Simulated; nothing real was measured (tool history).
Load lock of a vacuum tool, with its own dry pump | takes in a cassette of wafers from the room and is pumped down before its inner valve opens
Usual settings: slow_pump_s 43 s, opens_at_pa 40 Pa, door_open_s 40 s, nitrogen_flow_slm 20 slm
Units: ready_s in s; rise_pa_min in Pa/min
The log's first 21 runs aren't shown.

run,day,slow_pump_s,opens_at_pa,door_open_s,nitrogen_flow_slm,"incoming humidity of the room's air, %",ready_s,rise_pa_min
22,79.796,43,40,58,20,47.1,75.2,0.149
23,84.433,43,31,156,32,47.6,76.5,0.179
24,88.604,43,40,58,20,43.5,75.5,0.159
25,92.325,71,40,132,20,44.5,98,0.181
26,96.65,71,40,132,20,45.1,97,0.189
27,100.75,65,30,132,16,47.7,93.3,0.2
28,104.829,35,58,40,19,45.6,67.5,0.163
29,110.283,35,58,40,19,46.6,67.4,0.167
30,114.662,30,63,40,20,45.5,62.6,0.173
31,118.562,71,41,170,5,46.1,97.8,0.241
32,123.121,71,41,87,12,45.4,97.5,0.205
33,127.629,71,41,87,12,41.1,97.8,0.202
34,132.567,43,50,26,20,46.6,73.6,0.182
35,135.721,24,38,37,15,43.7,60.8,0.186
36,140.483,24,38,37,15,45.5,60.2,0.198
37,142.829,24,38,59,4,45.6,60.4,0.224
38,147.092,31,41,40,8,46.4,66.9,0.209

Forecast each of these 3 alternatives for the next run:
A,150.654,43,40,105,20,45,?,?
B,150.654,31,78,47,28,43.4,?,?
C,150.654,31,41,40,40,45,?,?

run,ready_s,rise_pa_min
A,75,0.228
B,63.6,0.196
C,65.5,0.198
Without the tool's hidden state the same runs would have given:
run,ready_s,rise_pa_min
A,73.1,0.059
B,61.7,0.029
C,63.4,0.025

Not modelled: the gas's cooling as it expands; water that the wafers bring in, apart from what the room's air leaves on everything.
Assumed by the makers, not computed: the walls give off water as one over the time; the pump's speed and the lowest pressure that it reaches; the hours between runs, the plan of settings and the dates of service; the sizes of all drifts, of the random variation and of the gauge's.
